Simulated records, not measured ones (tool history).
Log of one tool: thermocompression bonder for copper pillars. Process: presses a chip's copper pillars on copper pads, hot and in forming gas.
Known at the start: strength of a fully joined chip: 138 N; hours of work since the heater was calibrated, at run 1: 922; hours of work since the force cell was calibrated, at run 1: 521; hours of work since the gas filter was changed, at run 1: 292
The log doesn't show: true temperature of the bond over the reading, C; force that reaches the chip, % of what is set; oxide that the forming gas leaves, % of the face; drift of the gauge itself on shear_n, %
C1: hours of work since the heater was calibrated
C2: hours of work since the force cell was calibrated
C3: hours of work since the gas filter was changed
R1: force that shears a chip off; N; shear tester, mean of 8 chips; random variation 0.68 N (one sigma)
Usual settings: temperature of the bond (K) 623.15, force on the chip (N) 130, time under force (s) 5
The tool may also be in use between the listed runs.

Run 1, hour 0: usual settings; C1 922; C2 521; C3 292. Result: R1 95.5 N.
At hour 75.3: forming gas filter changed.
Run 2, hour 75.3: usual settings; C1 958; C2 556; C3 0. Result: R1 104.9 N.
Run 3, hour 157.7: usual settings; C1 997; C2 596; C3 39. Result: R1 104.6 N.
At hour 197.9: heater calibrated with a thermocouple chip.
Run 4, hour 234.3: usual settings; C1 17; C2 631; C3 75. Result: R1 96 N.
Run 5, hour 285.1: usual settings; C1 42; C2 655; C3 99. Result: R1 94.8 N.
Run 6, hour 362.6: usual settings; C1 78; C2 692; C3 136. Result: R1 94 N.
Run 7, hour 411.5: usual settings but force on the chip (N) 115; C1 102; C2 715; C3 159. Result: R1 87.3 N.
Run 8, hour 449.2: usual settings but force on the chip (N) 115; C1 120; C2 733; C3 177. Result: R1 90.7 N.
Run 9, hour 512.2: usual settings but force on the chip (N) 115; C1 150; C2 763; C3 207. Result: R1 88.2 N.
Run 10, hour 566.2: usual settings; C1 175; C2 789; C3 233. Result: R1 91.4 N.
Run 11, hour 612.5: usual settings; C1 197; C2 811; C3 255. Result: R1 92 N.
Run 12, hour 699: usual settings but force on the chip (N) 111; C1 238; C2 852; C3 296. Result: R1 84.6 N.
Run 13, hour 743.3: usual settings but force on the chip (N) 111; C1 260; C2 873; C3 317. Result: R1 85.2 N.
At hour 762.2: forming gas filter changed.
Run 14, hour 779.6: usual settings but time under force (s) 4; C1 277; C2 890; C3 8. Result: R1 93.8 N.
Run 15, hour 844.3: usual settings but time under force (s) 4; C1 307; C2 921; C3 39. Result: R1 92.1 N.
Run 16, hour 921.6: usual settings but time under force (s) 4; C1 344; C2 958; C3 76. Result: R1 92 N.
Run 17, hour 981.7: usual settings; C1 373; C2 987; C3 104. Result: R1 96.8 N.
Run 18, hour 1060: usual settings but time under force (s) 3; C1 410; C2 1024; C3 142. Result: R1 83.9 N.
Run 19, hour 1145.9: usual settings but time under force (s) 3; C1 451; C2 1065; C3 183. Result: R1 83.1 N.
Run 20, hour 1219.2: usual settings but temperature of the bond (K) 606.15; C1 486; C2 1100; C3 217. Result: R1 81 N.
Run 21, hour 1280: usual settings but temperature of the bond (K) 634.15, force on the chip (N) 80, time under force (s) 7; C1 515; C2 1129; C3 246. Result: R1 93.7 N.
Run 22, hour 1346.1: usual settings but temperature of the bond (K) 637.15, force on the chip (N) 94, time under force (s) 9; C1 546; C2 1160; C3 278. Result: R1 103.9 N.
Run 23, hour 1431: usual settings but force on the chip (N) 168; C1 587; C2 1200; C3 318. Result: R1 98.5 N.
At hour 1446.5: forming gas filter changed.
Run 24, hour 1518.5: usual settings but force on the chip (N) 125; C1 628; C2 1242; C3 34. Result: R1 97.8 N.
Run 25, hour 1568.7: usual settings but force on the chip (N) 125; C1 652; C2 1266; C3 58. Result: R1 97.6 N.
Run 26, hour 1607.8: usual settings but force on the chip (N) 125; C1 671; C2 1284; C3 77. Result: R1 97.4 N.
Run 27, hour 1678.1: usual settings but force on the chip (N) 108, time under force (s) 13; C1 704; C2 1318; C3 110. Result: R1 112.6 N.
Run 28, hour 1735.7: usual settings but force on the chip (N) 95; C1 731; C2 1345; C3 138. Result: R1 87.2 N.
Run 29, hour 1795.2: usual settings but force on the chip (N) 95; C1 760; C2 1374; C3 166. Result: R1 86.3 N.
Run 30, hour 1833.5: usual settings but temperature of the bond (K) 642.15; C1 778; C2 1392; C3 184. Result: R1 108.2 N.
At hour 1864.5: force cell calibrated.
Run 31, hour 1883.9: usual settings but time under force (s) 3; C1 801; C2 9; C3 207. Result: R1 87.2 N.
Run 32, hour 1921.2: usual settings but temperature of the bond (K) 610.15, force on the chip (N) 123, time under force (s) 13; C1 819; C2 27; C3 225. Result: R1 107.4 N.
Run 33, hour 2000.1: usual settings but temperature of the bond (K) 622.15, force on the chip (N) 149, time under force (s) 6; C1 857; C2 65; C3 263. Result: R1 104.6 N.
Run 34, hour 2035.7: usual settings but force on the chip (N) 194; C1 873; C2 82; C3 280. Result: R1 107.7 N.
Run 35, hour 2087.5: usual settings but force on the chip (N) 194; C1 898; C2 106; C3 304. Result: R1 107.6 N.
At hour 2133.8: forming gas filter changed.
Run 36, hour 2147.4: usual settings but force on the chip (N) 194; C1 926; C2 134; C3 7. Result: R1 117.4 N.
Run 37, hour 2214.2: usual settings but temperature of the bond (K) 625.15; C1 958; C2 166; C3 38. Result: R1 105.7 N.
Run 38, hour 2272.8: usual settings but temperature of the bond (K) 595.15; C1 986; C2 194; C3 66. Result: R1 81.5 N.

Forecast each of these 5 alternatives for the next run:
Run A, hour 2316.5: usual settings but temperature of the bond (K) 595.15, force on the chip (N) 156; C1 1007; C2 215; C3 87. Result: R1 ?.
Run B, hour 2316.5: usual settings but temperature of the bond (K) 595.15, force on the chip (N) 103, time under force (s) 10; C1 1007; C2 215; C3 87. Result: R1 ?.
Run C, hour 2316.5: usual settings but temperature of the bond (K) 636.15; C1 1007; C2 215; C3 87. Result: R1 ?.
Run D, hour 2316.5: usual settings but force on the chip (N) 94, time under force (s) 8; C1 1007; C2 215; C3 87. Result: R1 ?.
Run E, hour 2316.5: usual settings but temperature of the bond (K) 627.15, time under force (s) 8; C1 1007; C2 215; C3 87. Result: R1 ?.

run     R1
  A   87.5
  B     91
  C  111.1
  D  103.7
  E  115.3
Without the tool's hidden state the same runs would have given:
run     R1
  A     82
  B   85.6
  C  108.3
  D   99.8
  E  112.7
